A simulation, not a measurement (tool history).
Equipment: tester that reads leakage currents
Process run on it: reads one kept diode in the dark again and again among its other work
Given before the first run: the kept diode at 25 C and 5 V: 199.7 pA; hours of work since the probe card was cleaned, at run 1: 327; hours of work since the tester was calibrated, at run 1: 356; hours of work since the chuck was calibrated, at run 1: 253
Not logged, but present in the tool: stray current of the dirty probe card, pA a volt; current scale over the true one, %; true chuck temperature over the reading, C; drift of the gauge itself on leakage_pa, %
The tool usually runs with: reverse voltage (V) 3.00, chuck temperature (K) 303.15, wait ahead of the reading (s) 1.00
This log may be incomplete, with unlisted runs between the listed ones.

run	hour	reverse voltage (V)	chuck temperature (K)	wait ahead of the reading (s)	hours of work since the probe card was cleaned	hours of work since the tester was calibrated	hours of work since the chuck was calibrated	current that the tester gives (pA)
1	0.0	3.00	303.15	1.00	327	356	253	235.32
2	71.1	3.00	312.15	1.00	379	407	305	472.65
3	120.9	3.00	312.15	1.00	415	444	341	472.52
4	163.9	3.00	312.15	1.00	446	475	372	475.09
5	197.9	3.00	303.15	1.00	471	500	397	231.16
6	262.8	3.00	303.15	1.00	518	547	444	231.74
7	329.6	2.09	303.15	1.00	566	595	493	195.71
8	397.2	2.09	303.15	1.00	616	644	542	194.26
9	441.7	2.09	303.15	1.00	648	677	574	194.43
10	502.1	12.69	326.15	1.00	692	721	618	2480.17
11	556.8	9.59	296.15	0.93	732	760	658	216.67
12	590.7	3.00	294.15	1.20	756	785	683	107.16
13	633.6	3.29	302.15	1.73	787	816	714	217.23
# hour 639.5: tester calibrated
14	669.1	14.65	303.15	2.16	812	22	738	463.87
15	726.2	14.65	303.15	2.16	853	63	780	464.05
16	775.7	14.65	295.15	3.42	889	99	816	239.01
# hour 792.0: tester calibrated, once more
17	838.5	2.10	306.15	0.77	934	34	860	241.30
18	887.5	2.21	322.15	1.84	969	69	896	831.41

Forecast each of these 3 alternatives for the next run:
A	947.3	14.40	309.15	1.84	1013	113	939	?
B	947.3	2.43	306.15	4.97	1013	113	939	?
C	947.3	1.82	293.15	3.24	1013	113	939	?

run	current that the tester gives (pA)
A	730.73
B	255.86
C	75.96
What these runs would have given with no unlogged condition in the tool:
run	current that the tester gives (pA)
A	787.08
B	277.30
C	82.46
